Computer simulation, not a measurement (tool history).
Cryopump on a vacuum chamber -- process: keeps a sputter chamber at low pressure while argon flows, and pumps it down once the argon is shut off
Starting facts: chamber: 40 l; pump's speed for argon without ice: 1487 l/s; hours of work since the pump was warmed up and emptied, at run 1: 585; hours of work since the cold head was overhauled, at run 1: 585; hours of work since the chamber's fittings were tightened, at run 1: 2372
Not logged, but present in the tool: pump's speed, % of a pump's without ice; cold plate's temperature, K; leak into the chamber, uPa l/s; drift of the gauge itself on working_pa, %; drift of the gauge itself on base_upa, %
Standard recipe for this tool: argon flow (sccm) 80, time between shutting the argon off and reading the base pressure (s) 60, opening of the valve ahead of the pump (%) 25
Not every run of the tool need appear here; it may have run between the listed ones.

run,hour,argon flow (sccm),time between shutting the argon off and reading the base pressure (s),opening of the valve ahead of the pump (%),hours of work since the pump was warmed up and emptied,hours of work since the cold head was overhauled,hours of work since the chamber's fittings were tightened,pressure while argon flows (Pa),pressure after the wait (uPa)
1,0,80,60,25,585,585,2372,0.3736,2.36
2,8.5,80,118,25,592,592,2379,0.3711,1.63
3,24.9,80,118,25,607,607,2394,0.3744,1.66
4,42.2,80,118,25,622,622,2409,0.3731,1.64
5,60.7,80,60,25,638,638,2425,0.3737,2.38
6,70.2,80,60,25,647,647,2434,0.3761,2.37
7,87,80,60,25,661,661,2448,0.3753,2.29
8,103.8,49,60,25,676,676,2463,0.2291,2.39
9,114.3,39,60,25,685,685,2472,0.1813,2.45
10,123.8,80,60,17,694,694,2481,0.5469,2.36
11,134.5,80,60,17,703,703,2490,0.5491,2.35
12,145.7,80,60,17,713,713,2500,0.5493,2.44
13,155.4,80,60,17,722,722,2508,0.5465,2.47
14,166,80,60,53,731,731,2518,0.1839,2.44
15,181.3,80,75,25,744,744,2531,0.3755,2.14
16,190.4,80,60,34,752,752,2539,0.2787,2.45
17,209.1,85,60,34,769,769,2556,0.2964,2.45
18,228,58,222,23,785,785,2572,0.2976,1.33

Estimate the outcome of run 19 from the log above:
19,242.3,58,222,23,798,798,2585,?,?

{"run 19": {"pressure while argon flows (Pa)": 0.2961, "pressure after the wait (uPa)": 1.33}}
Minus the tool's unlogged condition, the same run would have read pressure while argon flows (Pa) 0.2862, pressure after the wait (uPa) 0.57.
